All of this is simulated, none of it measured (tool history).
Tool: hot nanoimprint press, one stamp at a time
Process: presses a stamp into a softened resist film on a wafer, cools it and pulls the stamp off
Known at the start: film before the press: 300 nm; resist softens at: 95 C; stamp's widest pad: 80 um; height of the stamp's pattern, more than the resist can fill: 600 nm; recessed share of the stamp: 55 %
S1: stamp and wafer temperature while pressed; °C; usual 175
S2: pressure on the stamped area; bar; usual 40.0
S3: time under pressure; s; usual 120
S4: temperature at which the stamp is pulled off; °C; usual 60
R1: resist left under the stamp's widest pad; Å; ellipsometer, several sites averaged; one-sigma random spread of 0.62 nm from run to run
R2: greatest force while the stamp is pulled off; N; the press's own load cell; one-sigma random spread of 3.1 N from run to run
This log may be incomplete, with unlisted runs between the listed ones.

run,hour,S1,S2,S3,S4,R1,R2
1,0.0,175,40.0,120,60,1031,161
# hour 27.7: plate thermocouple calibrated
# hour 41.7: stamp cleaned and given a new release coat
2,42.2,175,40.0,120,60,1013,141
3,75.1,175,40.0,120,60,1010,150
4,104.8,175,40.0,120,60,1003,152
5,136.1,175,40.0,120,60,997,164
# hour 158.2: stamp cleaned and given a new release coat
6,175.5,175,40.0,120,60,999,140
7,195.8,175,40.0,120,60,992,148
8,221.3,175,40.0,120,60,999,153
# hour 229.3: plate thermocouple calibrated, once more
9,239.1,175,40.0,120,60,1085,170
10,266.4,175,40.0,120,60,1079,179
# hour 278.0: stamp cleaned and given a new release coat
11,304.2,175,40.0,120,60,1071,149
12,336.7,175,50.2,120,60,971,161
13,364.0,175,50.2,120,60,975,171
14,381.6,175,50.2,120,60,976,177
# hour 394.2: stamp cleaned and given a new release coat
15,401.3,175,50.2,120,60,967,144
16,431.6,175,50.2,120,60,964,157
17,447.8,175,29.6,235,49,932,193
18,470.4,177,39.3,74,50,1235,196
19,503.2,177,39.3,74,50,1238,193
# hour 510.6: stamp cleaned and given a new release coat
20,536.7,164,61.7,74,52,1441,166
21,565.5,173,40.0,86,55,1284,177
22,582.1,180,40.0,120,60,929,160
23,609.0,180,40.0,120,60,929,168
# hour 626.8: stamp cleaned and given a new release coat
24,639.9,169,27.5,226,65,1151,126
25,664.2,169,27.5,226,65,1140,139
26,686.3,169,27.5,226,65,1154,143
27,704.7,186,32.5,134,49,829,196
28,724.7,172,40.0,196,60,928,175
# hour 743.9: stamp cleaned and given a new release coat
29,756.2,175,60.0,159,55,777,160
30,788.2,175,49.6,62,60,1245,153

Branching from run 30: 3 alternative next runs. What would each branch give?
A,804.3,168,49.6,61,60,?,?
B,804.3,177,25.9,120,50,?,?
C,804.3,175,40.0,180,60,?,?

run,R1,R2
A,1493,155
B,1205,188
C,887,155
Without the tool's hidden state the same runs would have given:
run,R1,R2
A,1484,143
B,1224,173
C,888,143

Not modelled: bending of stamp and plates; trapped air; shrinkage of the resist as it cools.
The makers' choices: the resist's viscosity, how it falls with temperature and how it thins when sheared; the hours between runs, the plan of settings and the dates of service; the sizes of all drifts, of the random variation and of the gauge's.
